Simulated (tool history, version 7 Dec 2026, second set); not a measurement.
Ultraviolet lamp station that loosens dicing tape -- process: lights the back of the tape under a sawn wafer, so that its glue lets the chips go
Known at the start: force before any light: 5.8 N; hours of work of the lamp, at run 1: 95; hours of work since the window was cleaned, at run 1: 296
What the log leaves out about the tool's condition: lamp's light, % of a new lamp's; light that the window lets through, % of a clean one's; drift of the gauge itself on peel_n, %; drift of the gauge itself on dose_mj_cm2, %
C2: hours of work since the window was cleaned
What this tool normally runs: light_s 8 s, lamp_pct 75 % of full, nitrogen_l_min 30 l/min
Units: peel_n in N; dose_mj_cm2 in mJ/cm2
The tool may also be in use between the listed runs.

{"run": 1, "day": 0.0, "light_s": 8, "lamp_pct": 75, "nitrogen_l_min": 30, "hours of work of the lamp": 95, "C2": 296, "peel_n": 0.52, "dose_mj_cm2": 418}
{"run": 2, "day": 0.367, "light_s": 8, "lamp_pct": 64, "nitrogen_l_min": 30, "hours of work of the lamp": 101, "C2": 302, "peel_n": 0.672, "dose_mj_cm2": 359}
{"run": 3, "day": 0.796, "light_s": 8, "lamp_pct": 75, "nitrogen_l_min": 30, "hours of work of the lamp": 107, "C2": 308, "peel_n": 0.509, "dose_mj_cm2": 417}
{"run": 4, "day": 1.071, "light_s": 8, "lamp_pct": 75, "nitrogen_l_min": 30, "hours of work of the lamp": 112, "C2": 313, "peel_n": 0.489, "dose_mj_cm2": 419}
{"run": 5, "day": 1.5, "light_s": 8, "lamp_pct": 75, "nitrogen_l_min": 39, "hours of work of the lamp": 119, "C2": 320, "peel_n": 0.451, "dose_mj_cm2": 417}
{"run": 6, "day": 1.796, "light_s": 8, "lamp_pct": 75, "nitrogen_l_min": 39, "hours of work of the lamp": 123, "C2": 324, "peel_n": 0.445, "dose_mj_cm2": 417}
{"run": 7, "day": 2.104, "light_s": 8, "lamp_pct": 75, "nitrogen_l_min": 39, "hours of work of the lamp": 128, "C2": 329, "peel_n": 0.435, "dose_mj_cm2": 414}
{"run": 8, "day": 2.5, "light_s": 8, "lamp_pct": 75, "nitrogen_l_min": 39, "hours of work of the lamp": 134, "C2": 335, "peel_n": 0.458, "dose_mj_cm2": 413}
{"day": 2.562, "done": "window cleaned of glue's vapour"}
{"run": 9, "day": 2.829, "light_s": 8, "lamp_pct": 75, "nitrogen_l_min": 39, "hours of work of the lamp": 139, "C2": 4, "peel_n": 0.47, "dose_mj_cm2": 414}
{"run": 10, "day": 3.188, "light_s": 8, "lamp_pct": 75, "nitrogen_l_min": 39, "hours of work of the lamp": 145, "C2": 10, "peel_n": 0.454, "dose_mj_cm2": 414}
{"run": 11, "day": 3.458, "light_s": 8, "lamp_pct": 75, "nitrogen_l_min": 39, "hours of work of the lamp": 149, "C2": 14, "peel_n": 0.448, "dose_mj_cm2": 410}
{"run": 12, "day": 3.921, "light_s": 8, "lamp_pct": 75, "nitrogen_l_min": 48, "hours of work of the lamp": 157, "C2": 22, "peel_n": 0.403, "dose_mj_cm2": 409}
{"run": 13, "day": 4.329, "light_s": 15, "lamp_pct": 75, "nitrogen_l_min": 34, "hours of work of the lamp": 163, "C2": 28, "peel_n": 0.206, "dose_mj_cm2": 777}
{"run": 14, "day": 4.583, "light_s": 15, "lamp_pct": 75, "nitrogen_l_min": 34, "hours of work of the lamp": 167, "C2": 32, "peel_n": 0.205, "dose_mj_cm2": 778}
{"day": 5.046, "done": "window cleaned of glue's vapour, once more"}
{"run": 15, "day": 5.046, "light_s": 8, "lamp_pct": 75, "nitrogen_l_min": 54, "hours of work of the lamp": 174, "C2": 0, "peel_n": 0.39, "dose_mj_cm2": 422}
{"run": 16, "day": 5.462, "light_s": 12, "lamp_pct": 97, "nitrogen_l_min": 30, "hours of work of the lamp": 181, "C2": 7, "peel_n": 0.198, "dose_mj_cm2": 818}
{"run": 17, "day": 5.746, "light_s": 4, "lamp_pct": 75, "nitrogen_l_min": 25, "hours of work of the lamp": 185, "C2": 11, "peel_n": 1.625, "dose_mj_cm2": 210}
{"run": 18, "day": 6.212, "light_s": 4, "lamp_pct": 75, "nitrogen_l_min": 25, "hours of work of the lamp": 193, "C2": 18, "peel_n": 1.611, "dose_mj_cm2": 207}
{"run": 19, "day": 6.488, "light_s": 5, "lamp_pct": 65, "nitrogen_l_min": 25, "hours of work of the lamp": 197, "C2": 23, "peel_n": 1.461, "dose_mj_cm2": 227}
{"run": 20, "day": 6.796, "light_s": 5, "lamp_pct": 65, "nitrogen_l_min": 25, "hours of work of the lamp": 202, "C2": 28, "peel_n": 1.483, "dose_mj_cm2": 230}
{"run": 21, "day": 7.038, "light_s": 11, "lamp_pct": 65, "nitrogen_l_min": 27, "hours of work of the lamp": 206, "C2": 32, "peel_n": 0.39, "dose_mj_cm2": 497}
{"run": 22, "day": 7.325, "light_s": 6, "lamp_pct": 63, "nitrogen_l_min": 15, "hours of work of the lamp": 210, "C2": 36, "peel_n": 1.462, "dose_mj_cm2": 262}
{"run": 23, "day": 7.738, "light_s": 15, "lamp_pct": 64, "nitrogen_l_min": 47, "hours of work of the lamp": 217, "C2": 43, "peel_n": 0.22, "dose_mj_cm2": 665}
{"run": 24, "day": 8.096, "light_s": 11, "lamp_pct": 88, "nitrogen_l_min": 20, "hours of work of the lamp": 222, "C2": 48, "peel_n": 0.27, "dose_mj_cm2": 670}

Branching from run 24: 3 alternative next runs. What would each branch give?
{"run": "A", "day": 8.438, "light_s": 8, "lamp_pct": 80, "nitrogen_l_min": 23, "hours of work of the lamp": 228, "C2": 54, "peel_n": "?", "dose_mj_cm2": "?"}
{"run": "B", "day": 8.438, "light_s": 8, "lamp_pct": 88, "nitrogen_l_min": 20, "hours of work of the lamp": 228, "C2": 54, "peel_n": "?", "dose_mj_cm2": "?"}
{"run": "C", "day": 8.438, "light_s": 11, "lamp_pct": 88, "nitrogen_l_min": 24, "hours of work of the lamp": 228, "C2": 54, "peel_n": "?", "dose_mj_cm2": "?"}

run=A peel_n=0.509 dose_mj_cm2=441
run=B peel_n=0.456 dose_mj_cm2=486
run=C peel_n=0.253 dose_mj_cm2=673
Without the tool's unlogged condition, the same runs would have read:
run=A peel_n=0.450 dose_mj_cm2=471
run=B peel_n=0.404 dose_mj_cm2=518
run=C peel_n=0.233 dose_mj_cm2=718
